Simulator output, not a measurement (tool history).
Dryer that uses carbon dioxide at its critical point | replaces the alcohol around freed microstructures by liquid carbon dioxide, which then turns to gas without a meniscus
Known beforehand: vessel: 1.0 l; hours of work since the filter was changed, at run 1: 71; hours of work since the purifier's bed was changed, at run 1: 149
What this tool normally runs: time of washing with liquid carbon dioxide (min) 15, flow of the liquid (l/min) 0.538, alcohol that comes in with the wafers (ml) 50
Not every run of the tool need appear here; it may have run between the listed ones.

run	hour	time of washing with liquid carbon dioxide (min)	flow of the liquid (l/min)	alcohol that comes in with the wafers (ml)	hours of work since the filter was changed	hours of work since the purifier's bed was changed	alcohol left in the vessel before it's heated (ppm by volume)
1	0	15	0.538	50	71	149	183
2	8.7	15	0.538	50	75	152	188
3	14.6	15	0.538	50	77	155	190
4	21.7	15	0.538	50	80	158	186
5	26.8	15	0.538	50	82	160	193
6	34.1	15	0.538	50	85	163	185
7	43	15	0.538	50	89	167	193
8	51.1	15	0.538	50	92	170	205
9	60.1	15	0.538	50	96	174	205
10	66.4	15	0.538	50	99	177	196
11	75	15	0.538	50	102	180	190
12	79.3	15	0.538	50	104	182	214
13	86.8	15	0.538	50	107	185	224
14	91	15	0.538	50	109	187	214
15	95.4	15	0.538	50	111	189	215
16	101.2	15	0.538	50	113	191	220
17	108.6	15	0.538	50	117	194	219
18	116.6	15	0.538	50	120	198	234
19	123.9	15	0.538	50	123	201	233
20	131.3	15	0.61	50	126	204	135
21	135.7	15	0.61	50	128	206	130
22	143.6	15	0.61	50	131	209	129
23	150.7	15	0.61	50	134	212	141
24	159.4	15	0.538	29	138	216	159
25	166.5	21	0.721	74	141	219	42
26	172.9	21	0.721	74	143	221	45
27	177.5	13	0.902	44	145	223	62
28	186.3	17	0.616	23	149	227	69
29	195.4	17	0.616	23	153	231	62
30	202.9	17	0.616	23	156	234	57
31	209.8	15	0.502	31	159	237	245
32	217	15	0.502	31	162	240	257
33	224.8	19	0.621	29	165	243	56
34	228.7	14	0.566	27	167	245	187
35	237.6	15	0.536	21	171	248	161
36	244.5	15	0.536	21	173	251	150
37	250.3	15	0.337	61	176	254	2206
38	254.4	15	0.337	61	178	255	2207
# hour 257.4: inlet filter changed
39	260.7	23	0.495	50	1	258	60
40	266.7	16	0.495	50	4	260	154
41	270.9	16	0.812	96	6	262	60
42	279	16	0.461	73	9	265	327
43	285	15	0.527	50	12	268	167
44	291.8	14	0.409	20	14	271	303
45	300.1	14	0.409	20	18	274	318
46	307.9	14	0.409	20	21	277	317
47	315.7	15	0.36	51	24	281	935

Describe how what the log doesn't record of the tool's condition differs between the last listed run preceding each entry between runs and the first listed run following it.
Between runs 38 and 39: inlet filter changed (hour 257.4)
  flow that reaches the vessel past the clogged filter, %: 85.5 -> 99.7; alcohol in the recycled carbon dioxide, ppm: 48.3 -> 48.7
  measured result minus the result with no hidden state, alcohol left in the vessel before it's heated (ppm by volume): +975 -> +44

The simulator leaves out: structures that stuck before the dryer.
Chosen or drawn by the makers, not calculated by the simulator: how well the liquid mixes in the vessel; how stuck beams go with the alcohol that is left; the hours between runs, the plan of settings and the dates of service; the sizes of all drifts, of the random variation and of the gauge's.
